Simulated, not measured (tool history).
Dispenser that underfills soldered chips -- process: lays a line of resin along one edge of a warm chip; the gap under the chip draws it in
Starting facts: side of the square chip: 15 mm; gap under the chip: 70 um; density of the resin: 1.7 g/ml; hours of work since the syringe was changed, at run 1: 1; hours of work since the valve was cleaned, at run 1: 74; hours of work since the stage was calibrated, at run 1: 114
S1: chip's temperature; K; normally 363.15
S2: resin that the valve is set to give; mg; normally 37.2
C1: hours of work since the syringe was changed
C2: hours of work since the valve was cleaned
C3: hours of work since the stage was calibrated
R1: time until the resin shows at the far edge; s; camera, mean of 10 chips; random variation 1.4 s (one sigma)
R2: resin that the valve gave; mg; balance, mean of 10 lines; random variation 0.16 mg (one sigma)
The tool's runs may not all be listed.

run	hour	S1	S2	C1	C2	C3	R1	R2
1	0	363.15	37.2	1	74	114	139.1	36.2
2	3.9	363.15	37.2	4	77	117	148.7	36.15
3	9.8	363.15	37.2	9	82	122	180	36.18
# hour 12.4: new syringe of resin
4	13.8	363.15	37.2	1	85	125	137.3	36.18
5	20.3	363.15	32	6	90	130	171.4	31.03
6	23.7	363.15	32	9	93	133	188.8	30.59
# hour 26.3: new syringe of resin
7	27.3	363.15	37.2	1	96	136	134.3	35.73
# hour 30.3: dispensing valve cleaned and set on the balance
8	32	363.15	48.2	4	1	139	142.7	48.45
9	35.2	367.15	46.2	6	4	141	133.2	46.41
10	40.4	352.15	45.8	10	8	145	272.9	45.64
# hour 41.7: new syringe of resin
11	43.9	373.15	35.3	2	11	148	96.1	35.34

For run 12, what comes out?
12	48.4	373.15	35.3	5	14	151	?	?

R1: 107.8 s
R2: 35.37 mg
If the tool had no hidden condition, the same run with the same run-to-run variation would have returned R1 93.1 s, R2 35.4 mg.

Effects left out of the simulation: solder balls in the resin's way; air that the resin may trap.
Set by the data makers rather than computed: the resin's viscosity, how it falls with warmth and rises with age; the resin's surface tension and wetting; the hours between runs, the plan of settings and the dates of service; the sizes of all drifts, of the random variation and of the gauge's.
